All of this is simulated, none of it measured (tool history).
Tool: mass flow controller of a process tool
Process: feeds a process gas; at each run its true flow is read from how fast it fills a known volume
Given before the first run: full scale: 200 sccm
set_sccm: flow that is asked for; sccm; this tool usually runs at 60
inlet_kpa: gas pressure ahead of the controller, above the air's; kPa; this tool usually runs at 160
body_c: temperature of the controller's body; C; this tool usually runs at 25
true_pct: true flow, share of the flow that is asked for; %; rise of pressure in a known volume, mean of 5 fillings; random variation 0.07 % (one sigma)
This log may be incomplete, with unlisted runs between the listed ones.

Run 1, day 0: usual settings. Result: true_pct 98.3 %.
Run 2, day 16.975: usual settings. Result: true_pct 98.07 %.
Run 3, day 30.871: usual settings. Result: true_pct 98.18 %.
Run 4, day 44.579: usual settings but body_c 26 C. Result: true_pct 98.29 %.
Run 5, day 59.221: usual settings but body_c 26 C. Result: true_pct 98.17 %.
Run 6, day 70.629: usual settings but body_c 26 C. Result: true_pct 98.37 %.
Run 7, day 82.079: usual settings but body_c 32 C. Result: true_pct 98.5 %.
Run 8, day 99.333: usual settings but body_c 32 C. Result: true_pct 98.61 %.
Run 9, day 116.1: usual settings but body_c 32 C. Result: true_pct 98.58 %.
Run 10, day 133.071: usual settings but body_c 20 C. Result: true_pct 98.05 %.
Run 11, day 150.479: usual settings but body_c 20 C. Result: true_pct 98 %.
Run 12, day 167.5: usual settings but body_c 20 C. Result: true_pct 98.01 %.
Run 13, day 175.067: usual settings. Result: true_pct 98.3 %.
Run 14, day 187.692: usual settings. Result: true_pct 98.18 %.
Run 15, day 201.275: usual settings but inlet_kpa 145 kPa. Result: true_pct 98.17 %.
Run 16, day 214.05: usual settings but inlet_kpa 171 kPa, body_c 20 C. Result: true_pct 98.12 %.
Run 17, day 228.15: usual settings but set_sccm 28 sccm, inlet_kpa 143 kPa, body_c 37 C. Result: true_pct 98.32 %.
Run 18, day 240.333: usual settings but set_sccm 46 sccm, inlet_kpa 250 kPa, body_c 21 C. Result: true_pct 98.41 %.
Run 19, day 255.354: usual settings but set_sccm 46 sccm, inlet_kpa 250 kPa, body_c 21 C. Result: true_pct 98.44 %.
Run 20, day 271.654: usual settings but body_c 21 C. Result: true_pct 98.1 %.
Run 21, day 289.008: usual settings but body_c 21 C. Result: true_pct 98.09 %.
At day 291.575: controller exchanged for a calibrated one.
Run 22, day 303.733: usual settings but set_sccm 27 sccm, inlet_kpa 193 kPa, body_c 37 C. Result: true_pct 98.51 %.
Run 23, day 314.508: usual settings but set_sccm 33 sccm, inlet_kpa 171 kPa, body_c 37 C. Result: true_pct 98.65 %.
Run 24, day 325.483: usual settings but set_sccm 167 sccm, inlet_kpa 171 kPa, body_c 24 C. Result: true_pct 99.28 %.
Run 25, day 339.129: usual settings but set_sccm 167 sccm, inlet_kpa 171 kPa, body_c 24 C. Result: true_pct 99.47 %.
Run 26, day 353.246: usual settings but inlet_kpa 158 kPa, body_c 20 C. Result: true_pct 97.79 %.

Branching from run 26: 5 alternative next runs. What would each branch give?
Run A, day 366.467: usual settings but inlet_kpa 267 kPa, body_c 20 C. Result: true_pct ?.
Run B, day 366.467: usual settings but set_sccm 66 sccm, inlet_kpa 265 kPa, body_c 37 C. Result: true_pct ?.
Run C, day 366.467: usual settings but set_sccm 23 sccm, inlet_kpa 214 kPa. Result: true_pct ?.
Run D, day 366.467: usual settings but set_sccm 57 sccm, inlet_kpa 205 kPa, body_c 20 C. Result: true_pct ?.
Run E, day 366.467: usual settings but inlet_kpa 147 kPa, body_c 20 C. Result: true_pct ?.

run  true_pct
  A     98.52
  B     99.39
  C     98.01
  D     98.05
  E      97.9
With the hidden condition removed and each run's random variation left untouched, the same runs would have given:
run  true_pct
  A     98.51
  B     99.38
  C        98
  D     98.05
  E      97.9
